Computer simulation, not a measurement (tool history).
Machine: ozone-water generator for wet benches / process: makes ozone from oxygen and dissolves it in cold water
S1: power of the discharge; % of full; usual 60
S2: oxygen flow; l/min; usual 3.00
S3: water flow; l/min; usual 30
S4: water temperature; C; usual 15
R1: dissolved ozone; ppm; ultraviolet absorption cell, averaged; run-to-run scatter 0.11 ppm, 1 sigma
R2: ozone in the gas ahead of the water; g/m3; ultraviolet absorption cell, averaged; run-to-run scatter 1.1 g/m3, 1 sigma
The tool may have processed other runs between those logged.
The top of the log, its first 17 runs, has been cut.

Run 18, hour 2646.4: usual settings but S3 23 l/min, S4 11 C. Result: R1 13.4 ppm, R2 208.3 g/m3.
Run 19, hour 2746.1: usual settings but S1 46 % of full, S2 2.92 l/min, S4 10 C. Result: R1 8.9 ppm, R2 182.8 g/m3.
Run 20, hour 2932.4: usual settings but S1 46 % of full, S2 2.66 l/min, S4 11 C. Result: R1 8.9 ppm, R2 192.8 g/m3.
Run 21, hour 3118.1: usual settings but S3 45 l/min, S4 22 C. Result: R1 6.1 ppm, R2 207.7 g/m3.
Run 22, hour 3343.4: usual settings but S2 3.65 l/min. Result: R1 10.4 ppm, R2 183.1 g/m3.
Run 23, hour 3441.1: usual settings but S2 5.01 l/min, S4 19 C. Result: R1 10.0 ppm, R2 147.4 g/m3.
Run 24, hour 3621.9: usual settings but S2 5.01 l/min, S4 19 C. Result: R1 9.8 ppm, R2 147.4 g/m3.
Run 25, hour 3807.7: usual settings but S1 49 % of full. Result: R1 8.7 ppm, R2 186.0 g/m3.
Run 26, hour 3907.0: usual settings but S1 49 % of full. Result: R1 9.1 ppm, R2 185.3 g/m3.
Run 27, hour 4028.1: usual settings but S1 94 % of full, S4 18 C. Result: R1 12.5 ppm, R2 264.9 g/m3.
At hour 4099.8: water thermometer calibrated.
Run 28, hour 4158.3: usual settings but S2 3.94 l/min. Result: R1 10.4 ppm, R2 173.4 g/m3.
At hour 4239.2: contactor cleaned.
Run 29, hour 4365.4: usual settings but S2 3.94 l/min, S4 14 C. Result: R1 10.2 ppm, R2 173.8 g/m3.
Run 30, hour 4474.0: usual settings but S2 2.76 l/min, S4 8 C. Result: R1 10.1 ppm, R2 218.5 g/m3.

For run 31, what comes out?
Run 31, hour 4683.2: usual settings but S1 96 % of full, S4 18 C. Result: R1 ?, R2 ?.

{"run 31": {"R1": 12.4, "R2": 265.1}}
If the tool had no hidden condition, the same run with the same run-to-run variation would have returned R1 12.4 ppm, R2 265.4 g/m3.
